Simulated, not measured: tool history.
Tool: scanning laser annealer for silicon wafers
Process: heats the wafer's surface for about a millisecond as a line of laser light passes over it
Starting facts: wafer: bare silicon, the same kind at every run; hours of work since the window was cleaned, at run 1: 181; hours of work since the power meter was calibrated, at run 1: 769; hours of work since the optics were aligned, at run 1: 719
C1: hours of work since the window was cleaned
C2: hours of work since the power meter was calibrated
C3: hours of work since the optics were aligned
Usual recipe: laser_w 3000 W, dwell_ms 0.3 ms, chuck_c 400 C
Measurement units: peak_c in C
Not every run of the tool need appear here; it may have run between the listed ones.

run 1 hour=0 | laser_w=3000 dwell_ms=0.3 chuck_c=400 | C1=181 C2=769 C3=719 | peak_c=1086
run 2 hour=29.5 | laser_w=3000 dwell_ms=0.3 chuck_c=400 | C1=200 C2=788 C3=738 | peak_c=1085
run 3 hour=69.7 | laser_w=3000 dwell_ms=0.3 chuck_c=400 | C1=226 C2=814 C3=764 | peak_c=1081
run 4 hour=89.9 | laser_w=3000 dwell_ms=0.232 chuck_c=400 | C1=239 C2=827 C3=778 | peak_c=1012
run 5 hour=107.5 | laser_w=3000 dwell_ms=0.337 chuck_c=400 | C1=250 C2=838 C3=789 | peak_c=1112
run 6 hour=126.4 | laser_w=3000 dwell_ms=0.3 chuck_c=376 | C1=263 C2=850 C3=801 | peak_c=1054
run 7 hour=145.8 | laser_w=3000 dwell_ms=0.3 chuck_c=376 | C1=275 C2=863 C3=814 | peak_c=1050
run 8 hour=182.6 | laser_w=3000 dwell_ms=0.301 chuck_c=400 | C1=299 C2=887 C3=837 | peak_c=1074
-- hour=198.9 window over the wafer cleaned
run 9 hour=223.1 | laser_w=3000 dwell_ms=0.301 chuck_c=400 | C1=16 C2=912 C3=862 | peak_c=1100
run 10 hour=246.3 | laser_w=3000 dwell_ms=0.365 chuck_c=400 | C1=31 C2=926 C3=877 | peak_c=1155
run 11 hour=280 | laser_w=3000 dwell_ms=0.325 chuck_c=400 | C1=52 C2=948 C3=899 | peak_c=1119
run 12 hour=317.5 | laser_w=3000 dwell_ms=0.325 chuck_c=400 | C1=77 C2=973 C3=923 | peak_c=1116
run 13 hour=337.2 | laser_w=3000 dwell_ms=0.325 chuck_c=400 | C1=89 C2=985 C3=936 | peak_c=1115
run 14 hour=375.4 | laser_w=3000 dwell_ms=0.325 chuck_c=400 | C1=114 C2=1010 C3=961 | peak_c=1112
run 15 hour=398.1 | laser_w=3000 dwell_ms=0.325 chuck_c=400 | C1=129 C2=1025 C3=975 | peak_c=1109
run 16 hour=424.5 | laser_w=3000 dwell_ms=0.325 chuck_c=400 | C1=146 C2=1042 C3=992 | peak_c=1109
run 17 hour=463 | laser_w=3000 dwell_ms=0.325 chuck_c=400 | C1=171 C2=1067 C3=1017 | peak_c=1108
run 18 hour=490.1 | laser_w=3050 dwell_ms=0.279 chuck_c=400 | C1=188 C2=1084 C3=1035 | peak_c=1068
run 19 hour=526.7 | laser_w=3050 dwell_ms=0.279 chuck_c=400 | C1=212 C2=1108 C3=1059 | peak_c=1066
run 20 hour=556.2 | laser_w=3236 dwell_ms=0.281 chuck_c=400 | C1=231 C2=1127 C3=1078 | peak_c=1105
run 21 hour=576.6 | laser_w=2845 dwell_ms=0.281 chuck_c=388 | C1=244 C2=1140 C3=1091 | peak_c=1012

Consider 3 possible next runs. They are alternatives, not a sequence: every one starts from the tool as it was left by run 21. What does each give?
run A hour=598.3 | laser_w=2845 dwell_ms=0.317 chuck_c=388 | C1=258 C2=1154 C3=1105 | peak_c=?
run B hour=598.3 | laser_w=3000 dwell_ms=0.3 chuck_c=434 | C1=258 C2=1154 C3=1105 | peak_c=?
run C hour=598.3 | laser_w=2845 dwell_ms=0.236 chuck_c=388 | C1=258 C2=1154 C3=1105 | peak_c=?

run=A peak_c=1045
run=B peak_c=1108
run=C peak_c=968
The same runs, with their run-to-run variation unchanged, on a tool lacking any hidden condition would have given:
run=A peak_c=1086
run=B peak_c=1150
run=C peak_c=1004
